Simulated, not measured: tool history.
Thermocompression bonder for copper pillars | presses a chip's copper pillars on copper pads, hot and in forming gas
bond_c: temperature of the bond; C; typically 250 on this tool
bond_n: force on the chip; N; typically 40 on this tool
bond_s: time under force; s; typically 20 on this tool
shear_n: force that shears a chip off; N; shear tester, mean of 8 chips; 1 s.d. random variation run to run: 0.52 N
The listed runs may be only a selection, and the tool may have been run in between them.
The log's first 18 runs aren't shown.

| run | day | bond_c | bond_n | bond_s | shear_n |
|---|---|---|---|---|---|
| 19 | 10.612 | 276 | 40 | 21 | 78.4 |
| 20 | 11.188 | 250 | 49 | 20 | 73.2 |
| 21 | 11.596 | 279 | 49 | 20 | 88.6 |
| 22 | 12.058 | 257 | 52 | 20 | 79.1 |
| 23 | 12.546 | 250 | 43 | 20 | 66.1 |
| 24 | 13.221 | 224 | 40 | 24 | 49.4 |
| 25 | 13.967 | 271 | 40 | 20 | 75.1 |
| 26 | 14.325 | 239 | 40 | 44 | 70.6 |
| 27 | 14.692 | 250 | 40 | 46 | 78.6 |
| 28 | 15.354 | 253 | 40 | 27 | 71 |
| 29 | 15.975 | 220 | 52 | 41 | 71.1 |
| 30 | 16.375 | 220 | 52 | 41 | 70.6 |
| 31 | 16.729 | 231 | 28 | 18 | 34.4 |
| 32 | 17.546 | 231 | 28 | 18 | 33.7 |
| 33 | 18.329 | 249 | 40 | 19 | 61.2 |
| 34 | 18.771 | 241 | 39 | 17 | 52.5 |

What if the next run were any one of these 3? Each begins from the tool's condition after run 34:
| A | 19.246 | 251 | 31 | 20 | ? |
| B | 19.246 | 241 | 39 | 44 | ? |
| C | 19.246 | 276 | 47 | 59 | ? |

| run | shear_n |
|---|---|
| A | 50.6 |
| B | 71.1 |
| C | 99.2 |
Had the tool no hidden state, the same runs would have come out as:
| run | shear_n |
|---|---|
| A | 50.9 |
| B | 71.5 |
| C | 99.7 |

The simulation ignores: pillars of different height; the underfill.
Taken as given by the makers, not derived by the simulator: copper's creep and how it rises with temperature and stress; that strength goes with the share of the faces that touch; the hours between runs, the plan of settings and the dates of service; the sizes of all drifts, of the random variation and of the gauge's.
